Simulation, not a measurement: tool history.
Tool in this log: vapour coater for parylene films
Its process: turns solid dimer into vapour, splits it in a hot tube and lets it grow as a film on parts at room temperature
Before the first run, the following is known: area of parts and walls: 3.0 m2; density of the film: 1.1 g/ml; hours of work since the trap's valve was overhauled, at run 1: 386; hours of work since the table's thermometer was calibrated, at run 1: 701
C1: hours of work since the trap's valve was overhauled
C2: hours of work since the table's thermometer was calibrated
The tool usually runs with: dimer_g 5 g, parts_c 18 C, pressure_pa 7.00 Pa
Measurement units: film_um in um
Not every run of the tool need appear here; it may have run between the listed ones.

run 1 day=0.000 | dimer_g=5 parts_c=18 pressure_pa=7.00 | C1=386 C2=701 | film_um=0.850
run 2 day=2.108 | dimer_g=5 parts_c=18 pressure_pa=7.00 | C1=430 C2=745 | film_um=0.844
run 3 day=3.358 | dimer_g=5 parts_c=18 pressure_pa=7.00 | C1=456 C2=771 | film_um=0.853
run 4 day=5.067 | dimer_g=4 parts_c=18 pressure_pa=7.00 | C1=492 C2=807 | film_um=0.683
run 5 day=6.308 | dimer_g=5 parts_c=18 pressure_pa=4.77 | C1=518 C2=833 | film_um=0.868
-- day=6.746 trap's valve overhauled
run 6 day=7.604 | dimer_g=5 parts_c=21 pressure_pa=4.77 | C1=18 C2=856 | film_um=0.770
run 7 day=9.133 | dimer_g=5 parts_c=21 pressure_pa=4.77 | C1=50 C2=888 | film_um=0.765
run 8 day=11.146 | dimer_g=5 parts_c=28 pressure_pa=4.77 | C1=92 C2=930 | film_um=0.571
run 9 day=12.904 | dimer_g=5 parts_c=28 pressure_pa=4.77 | C1=128 C2=967 | film_um=0.574
run 10 day=15.083 | dimer_g=5 parts_c=11 pressure_pa=7.00 | C1=174 C2=1012 | film_um=1.153
run 11 day=16.812 | dimer_g=7 parts_c=24 pressure_pa=3.99 | C1=210 C2=1048 | film_um=0.953
run 12 day=18.304 | dimer_g=4 parts_c=14 pressure_pa=7.00 | C1=241 C2=1079 | film_um=0.816

5 ways to go on from here, each from the tool as it stands after run 12. What would each give?
run A day=19.775 | dimer_g=5 parts_c=11 pressure_pa=4.03 | C1=272 C2=1110 | film_um=?
run B day=19.775 | dimer_g=2 parts_c=11 pressure_pa=3.87 | C1=272 C2=1110 | film_um=?
run C day=19.775 | dimer_g=4 parts_c=15 pressure_pa=7.00 | C1=272 C2=1110 | film_um=?
run D day=19.775 | dimer_g=7 parts_c=14 pressure_pa=7.00 | C1=272 C2=1110 | film_um=?
run E day=19.775 | dimer_g=2 parts_c=15 pressure_pa=7.00 | C1=272 C2=1110 | film_um=?

run=A film_um=1.206
run=B film_um=0.482
run=C film_um=0.779
run=D film_um=1.422
run=E film_um=0.383
Take away the tool's hidden state, keep each run's random variation, and the runs would have read:
run=A film_um=1.207
run=B film_um=0.483
run=C film_um=0.780
run=D film_um=1.423
run=E film_um=0.384
